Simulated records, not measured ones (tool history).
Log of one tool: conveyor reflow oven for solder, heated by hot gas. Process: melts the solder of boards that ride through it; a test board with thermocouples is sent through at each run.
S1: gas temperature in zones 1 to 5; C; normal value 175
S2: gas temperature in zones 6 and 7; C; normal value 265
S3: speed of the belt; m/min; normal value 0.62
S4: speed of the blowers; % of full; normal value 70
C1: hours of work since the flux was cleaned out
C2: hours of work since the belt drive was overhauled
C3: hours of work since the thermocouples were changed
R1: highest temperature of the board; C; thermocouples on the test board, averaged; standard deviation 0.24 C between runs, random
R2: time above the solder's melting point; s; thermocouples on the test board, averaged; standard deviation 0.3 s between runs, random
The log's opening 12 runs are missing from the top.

run	day	S1	S2	S3	S4	C1	C2	C3	R1	R2
13	10.988	175	275	0.62	70	17	328	161	259.3	63.2
14	12.125	175	254	0.62	70	29	339	172	241	48.9
15	13.238	175	254	0.62	70	40	350	183	241.1	49.4
16	14.083	175	254	0.62	70	48	358	191	240.5	48.9
# day 14.929: flux residue cleaned out of gas plates and filters, once more
17	15.346	179	257	0.556	70	4	369	202	248.1	66.1
18	16.267	186	265	0.572	70	13	378	211	255.6	71.4
19	17.038	186	269	0.62	70	21	385	218	257.2	67
20	17.667	186	269	0.62	70	27	392	224	257.7	66.5

Forecast run 21:
21	18.988	168	274	0.523	77	40	405	237	?	?

R1: 265.2 C
R2: 77.8 s
Had the tool carried no hidden state, the very same run would have given R1 264.7 C, R2 77.2 s.
